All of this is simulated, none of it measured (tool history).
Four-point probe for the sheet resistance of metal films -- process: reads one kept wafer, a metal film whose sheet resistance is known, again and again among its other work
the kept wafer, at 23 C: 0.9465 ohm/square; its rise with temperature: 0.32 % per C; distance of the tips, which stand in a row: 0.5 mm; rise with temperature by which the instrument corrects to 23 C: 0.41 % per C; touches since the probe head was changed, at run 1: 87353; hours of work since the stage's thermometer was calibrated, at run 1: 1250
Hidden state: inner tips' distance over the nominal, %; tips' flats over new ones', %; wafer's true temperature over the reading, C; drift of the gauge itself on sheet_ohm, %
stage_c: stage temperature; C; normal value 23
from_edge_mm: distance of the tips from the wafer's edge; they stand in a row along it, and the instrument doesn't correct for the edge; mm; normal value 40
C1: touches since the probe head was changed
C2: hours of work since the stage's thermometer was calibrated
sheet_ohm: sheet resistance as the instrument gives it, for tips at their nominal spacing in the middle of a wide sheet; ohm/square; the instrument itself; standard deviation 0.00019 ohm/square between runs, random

run 1 day=0 | stage_c=23 from_edge_mm=40 | C1=87353 C2=1250 | sheet_ohm=0.945574
run 2 day=3.6 | stage_c=26 from_edge_mm=40 | C1=91151 C2=1293 | sheet_ohm=0.943246
run 3 day=5.538 | stage_c=26 from_edge_mm=40 | C1=93193 C2=1316 | sheet_ohm=0.943462
run 4 day=8.017 | stage_c=26 from_edge_mm=40 | C1=95810 C2=1346 | sheet_ohm=0.943394
run 5 day=10.546 | stage_c=26 from_edge_mm=40 | C1=98475 C2=1376 | sheet_ohm=0.943731
run 6 day=14.358 | stage_c=24 from_edge_mm=40 | C1=102497 C2=1422 | sheet_ohm=0.945747
run 7 day=18.321 | stage_c=24 from_edge_mm=40 | C1=106676 C2=1469 | sheet_ohm=0.945841
run 8 day=21.1 | stage_c=24 from_edge_mm=40 | C1=109609 C2=1503 | sheet_ohm=0.945566
run 9 day=22.817 | stage_c=24 from_edge_mm=40 | C1=111420 C2=1523 | sheet_ohm=0.945858
run 10 day=25.483 | stage_c=24 from_edge_mm=40 | C1=114235 C2=1555 | sheet_ohm=0.946112
run 11 day=28.554 | stage_c=20 from_edge_mm=3 | C1=117474 C2=1592 | sheet_ohm=0.963469
run 12 day=31.608 | stage_c=18 from_edge_mm=3 | C1=120692 C2=1628 | sheet_ohm=0.965591
run 13 day=34.488 | stage_c=18 from_edge_mm=3 | C1=123731 C2=1663 | sheet_ohm=0.96501
run 14 day=37.838 | stage_c=23 from_edge_mm=32 | C1=127263 C2=1703 | sheet_ohm=0.947223
run 15 day=39.592 | stage_c=23 from_edge_mm=39 | C1=129113 C2=1724 | sheet_ohm=0.947294
run 16 day=43.242 | stage_c=23 from_edge_mm=39 | C1=132966 C2=1768 | sheet_ohm=0.947448
run 17 day=46.379 | stage_c=23 from_edge_mm=12 | C1=136274 C2=1805 | sheet_ohm=0.948473
run 18 day=48.592 | stage_c=29 from_edge_mm=4 | C1=138609 C2=1832 | sheet_ohm=0.950741
run 19 day=50.912 | stage_c=28 from_edge_mm=63 | C1=141058 C2=1860 | sheet_ohm=0.943817

Consider 5 possible next runs. They are alternatives, not a sequence: every one starts from the tool as it was left by run 19. What does each give?
run A day=53.938 | stage_c=18 from_edge_mm=61 | C1=144246 C2=1896 | sheet_ohm=?
run B day=53.938 | stage_c=29 from_edge_mm=63 | C1=144246 C2=1896 | sheet_ohm=?
run C day=53.938 | stage_c=18 from_edge_mm=4 | C1=144246 C2=1896 | sheet_ohm=?
run D day=53.938 | stage_c=19 from_edge_mm=74 | C1=144246 C2=1896 | sheet_ohm=?
run E day=53.938 | stage_c=28 from_edge_mm=10 | C1=144246 C2=1896 | sheet_ohm=?

run=A sheet_ohm=0.952355
run=B sheet_ohm=0.942998
run=C sheet_ohm=0.960129
run=D sheet_ohm=0.951425
run=E sheet_ohm=0.945314
Take away the tool's hidden state, keep each run's random variation, and the runs would have read:
run=A sheet_ohm=0.951025
run=B sheet_ohm=0.94161
run=C sheet_ohm=0.95879
run=D sheet_ohm=0.95009
run=E sheet_ohm=0.943929
